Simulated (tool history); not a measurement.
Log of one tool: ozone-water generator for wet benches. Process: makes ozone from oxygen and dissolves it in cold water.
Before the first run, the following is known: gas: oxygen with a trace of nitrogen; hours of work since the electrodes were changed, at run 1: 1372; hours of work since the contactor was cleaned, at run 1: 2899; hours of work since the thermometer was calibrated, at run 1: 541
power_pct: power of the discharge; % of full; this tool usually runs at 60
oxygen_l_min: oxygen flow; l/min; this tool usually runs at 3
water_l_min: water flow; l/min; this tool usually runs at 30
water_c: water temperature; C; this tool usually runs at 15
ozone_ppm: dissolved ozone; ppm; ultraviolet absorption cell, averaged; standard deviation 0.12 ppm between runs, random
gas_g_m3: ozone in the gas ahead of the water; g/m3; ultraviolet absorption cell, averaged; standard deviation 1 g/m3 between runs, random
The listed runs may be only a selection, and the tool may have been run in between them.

| run | hour | power_pct | oxygen_l_min | water_l_min | water_c | hours of work since the electrodes were changed | hours of work since the contactor was cleaned | hours of work since the thermometer was calibrated | ozone_ppm | gas_g_m3 |
|---|---|---|---|---|---|---|---|---|---|---|
| 1 | 0 | 60 | 3 | 30 | 15 | 1372 | 2899 | 541 | 10.6 | 178.9 |
| 2 | 81.3 | 45 | 3 | 30 | 15 | 1442 | 2968 | 610 | 9.3 | 154.4 |
| 3 | 138.5 | 45 | 3 | 30 | 15 | 1491 | 3017 | 659 | 9.2 | 154.6 |
| 4 | 199.9 | 45 | 3 | 30 | 15 | 1543 | 3070 | 711 | 9.3 | 155.7 |
| 5 | 266 | 45 | 3 | 30 | 15 | 1600 | 3126 | 768 | 9.1 | 156.1 |
| 6 | 331.9 | 45 | 3 | 30 | 15 | 1656 | 3183 | 824 | 9.4 | 157.2 |
| 7 | 391.8 | 45 | 3 | 30 | 15 | 1707 | 3234 | 875 | 9.2 | 155.9 |
| 8 | 451.3 | 45 | 3 | 30 | 15 | 1758 | 3285 | 926 | 9.1 | 155.6 |
| 9 | 518.8 | 45 | 2.1 | 30 | 15 | 1816 | 3342 | 984 | 8.6 | 188.8 |
| 10 | 561.5 | 60 | 3 | 30 | 15 | 1852 | 3379 | 1020 | 10.4 | 179.5 |
| 11 | 638.9 | 60 | 3 | 30 | 15 | 1918 | 3445 | 1086 | 10.9 | 179.6 |
| 12 | 721.7 | 60 | 4.36 | 30 | 15 | 1989 | 3515 | 1157 | 11.3 | 145.8 |
| 13 | 800.5 | 60 | 3 | 30 | 15 | 2056 | 3583 | 1224 | 11 | 180.5 |
| 14 | 885.1 | 60 | 3 | 30 | 15 | 2129 | 3655 | 1297 | 10.9 | 182.9 |
| 15 | 941.2 | 60 | 3 | 30 | 15 | 2176 | 3703 | 1345 | 10.8 | 179.3 |
| 16 | 988.9 | 60 | 2.03 | 30 | 15 | 2217 | 3744 | 1385 | 9.7 | 226.5 |
| 17 | 1035.3 | 60 | 2.93 | 30 | 17 | 2257 | 3783 | 1425 | 10.5 | 185.4 |
| 18 | 1113.1 | 60 | 2.93 | 30 | 17 | 2323 | 3850 | 1491 | 10.5 | 183.3 |
| 19 | 1164 | 60 | 1.51 | 21 | 14 | 2367 | 3893 | 1535 | 12.6 | 265.1 |
| 20 | 1222.1 | 60 | 1.51 | 21 | 14 | 2416 | 3943 | 1585 | 12.7 | 263.9 |
| 21 | 1265.6 | 68 | 3.55 | 20 | 7 | 2454 | 3980 | 1622 | 17.8 | 175.7 |
| 22 | 1340.9 | 68 | 3.55 | 33 | 10 | 2518 | 4045 | 1686 | 11.1 | 177.2 |
| 23 | 1414 | 68 | 3.55 | 33 | 10 | 2580 | 4107 | 1749 | 11.2 | 179.3 |
| 24 | 1478.5 | 66 | 3.55 | 48 | 10 | 2635 | 4162 | 1804 | 7.6 | 175.4 |
| 25 | 1522.1 | 66 | 3.55 | 24 | 11 | 2673 | 4199 | 1841 | 14.8 | 174.7 |
| 26 | 1605.6 | 60 | 3.84 | 26 | 15 | 2744 | 4271 | 1912 | 12.8 | 160 |
| 27 | 1655.6 | 60 | 3.84 | 26 | 15 | 2787 | 4313 | 1955 | 12.7 | 158.8 |
|  | 1715.5 | contactor cleaned |
| 28 | 1721 | 60 | 3.11 | 26 | 8 | 2839 | 5 | 2007 | 12.9 | 178.5 |
| 29 | 1761.8 | 89 | 3.11 | 26 | 7 | 2874 | 40 | 2042 | 16 | 221.2 |
| 30 | 1850.4 | 50 | 1.59 | 21 | 17 | 2950 | 115 | 2118 | 11.6 | 237.2 |

4 ways to go on from here, each from the tool as it stands after run 30. What would each give?
| A | 1906.7 | 60 | 2.58 | 30 | 15 | 2998 | 163 | 2166 | ? | ? |
| B | 1906.7 | 60 | 3 | 30 | 22 | 2998 | 163 | 2166 | ? | ? |
| C | 1906.7 | 60 | 3 | 30 | 11 | 2998 | 163 | 2166 | ? | ? |
| D | 1906.7 | 60 | 2.67 | 33 | 15 | 2998 | 163 | 2166 | ? | ? |

| run | ozone_ppm | gas_g_m3 |
|---|---|---|
| A | 10.5 | 199 |
| B | 10.1 | 182.9 |
| C | 10.9 | 183.3 |
| D | 9.4 | 196.3 |
With no hidden state in the tool, these same runs would have given:
| run | ozone_ppm | gas_g_m3 |
|---|---|---|
| A | 10.5 | 194.1 |
| B | 10.1 | 178.4 |
| C | 10.9 | 178.8 |
| D | 9.4 | 191.5 |
